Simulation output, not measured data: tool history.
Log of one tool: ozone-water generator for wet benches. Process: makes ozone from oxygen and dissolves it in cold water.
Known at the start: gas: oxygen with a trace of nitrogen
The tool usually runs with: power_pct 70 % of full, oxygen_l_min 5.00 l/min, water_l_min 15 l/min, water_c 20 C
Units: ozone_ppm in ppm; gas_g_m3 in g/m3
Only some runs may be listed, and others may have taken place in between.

Run 1, day 0.000: usual settings. Result: ozone_ppm 24.3 ppm, gas_g_m3 239.4 g/m3.
Run 2, day 3.529: usual settings but power_pct 55 % of full. Result: ozone_ppm 19.8 ppm, gas_g_m3 196.8 g/m3.
Run 3, day 6.746: usual settings but power_pct 55 % of full. Result: ozone_ppm 19.8 ppm, gas_g_m3 196.8 g/m3.
Run 4, day 8.950: usual settings but power_pct 55 % of full. Result: ozone_ppm 19.7 ppm, gas_g_m3 193.9 g/m3.
At day 9.767: contactor cleaned.
Run 5, day 11.396: usual settings but power_pct 55 % of full. Result: ozone_ppm 21.0 ppm, gas_g_m3 196.6 g/m3.
Run 6, day 13.938: usual settings. Result: ozone_ppm 25.4 ppm, gas_g_m3 239.4 g/m3.
Run 7, day 16.788: usual settings. Result: ozone_ppm 25.4 ppm, gas_g_m3 239.4 g/m3.
Run 8, day 19.758: usual settings. Result: ozone_ppm 24.9 ppm, gas_g_m3 238.5 g/m3.
At day 19.954: water thermometer calibrated.
Run 9, day 21.988: usual settings but water_l_min 13 l/min. Result: ozone_ppm 27.7 ppm, gas_g_m3 237.7 g/m3.
Run 10, day 25.100: usual settings but water_l_min 13 l/min. Result: ozone_ppm 27.7 ppm, gas_g_m3 238.2 g/m3.
At day 28.283: water thermometer calibrated, once more.
Run 11, day 28.283: usual settings but water_l_min 13 l/min. Result: ozone_ppm 27.7 ppm, gas_g_m3 236.4 g/m3.
Run 12, day 31.238: usual settings but water_l_min 13 l/min. Result: ozone_ppm 27.6 ppm, gas_g_m3 238.5 g/m3.
Run 13, day 34.283: usual settings but power_pct 64 % of full, water_l_min 17 l/min, water_c 12 C. Result: ozone_ppm 23.8 ppm, gas_g_m3 220.8 g/m3.
Run 14, day 36.579: usual settings but water_c 22 C. Result: ozone_ppm 24.4 ppm, gas_g_m3 235.0 g/m3.
Run 15, day 38.358: usual settings but power_pct 44 % of full, oxygen_l_min 6.93 l/min, water_c 27 C. Result: ozone_ppm 15.0 ppm, gas_g_m3 141.0 g/m3.
Run 16, day 41.146: usual settings but power_pct 44 % of full, oxygen_l_min 6.93 l/min, water_c 27 C. Result: ozone_ppm 14.7 ppm, gas_g_m3 139.7 g/m3.
Run 17, day 43.388: usual settings but power_pct 92 % of full, water_l_min 13 l/min. Result: ozone_ppm 33.8 ppm, gas_g_m3 290.0 g/m3.
Run 18, day 46.996: usual settings but water_l_min 12 l/min, water_c 17 C. Result: ozone_ppm 30.4 ppm, gas_g_m3 237.3 g/m3.
Run 19, day 50.625: usual settings but oxygen_l_min 5.93 l/min, water_l_min 21 l/min. Result: ozone_ppm 19.6 ppm, gas_g_m3 216.6 g/m3.
Run 20, day 53.000: usual settings but oxygen_l_min 5.93 l/min, water_l_min 21 l/min. Result: ozone_ppm 19.6 ppm, gas_g_m3 215.7 g/m3.
Run 21, day 55.658: usual settings but power_pct 42 % of full, oxygen_l_min 8.27 l/min, water_c 21 C. Result: ozone_ppm 16.0 ppm, gas_g_m3 125.8 g/m3.
Run 22, day 57.888: usual settings but oxygen_l_min 6.55 l/min. Result: ozone_ppm 24.7 ppm, gas_g_m3 207.0 g/m3.
Run 23, day 61.475: usual settings but oxygen_l_min 6.55 l/min. Result: ozone_ppm 24.5 ppm, gas_g_m3 207.8 g/m3.
Run 24, day 63.879: usual settings but oxygen_l_min 6.55 l/min. Result: ozone_ppm 24.3 ppm, gas_g_m3 204.8 g/m3.

What if the next run were any one of these 4? Each begins from the tool's condition after run 24:
Run A, day 65.804: usual settings but power_pct 80 % of full, oxygen_l_min 4.74 l/min, water_l_min 18 l/min. Result: ozone_ppm ?, gas_g_m3 ?.
Run B, day 65.804: usual settings but power_pct 91 % of full, oxygen_l_min 5.02 l/min, water_l_min 11 l/min. Result: ozone_ppm ?, gas_g_m3 ?.
Run C, day 65.804: usual settings but oxygen_l_min 2.65 l/min, water_c 21 C. Result: ozone_ppm ?, gas_g_m3 ?.
Run D, day 65.804: usual settings but power_pct 78 % of full, water_c 13 C. Result: ozone_ppm ?, gas_g_m3 ?.

run  ozone_ppm  gas_g_m3
  A       23.7     263.9
  B       36.5     284.0
  C       21.9     303.0
  D       30.0     253.4
Without the tool's unlogged condition, the same runs would have read:
run  ozone_ppm  gas_g_m3
  A       26.2     287.8
  B       40.7     312.2
  C       24.0     327.7
  D       33.1     275.9
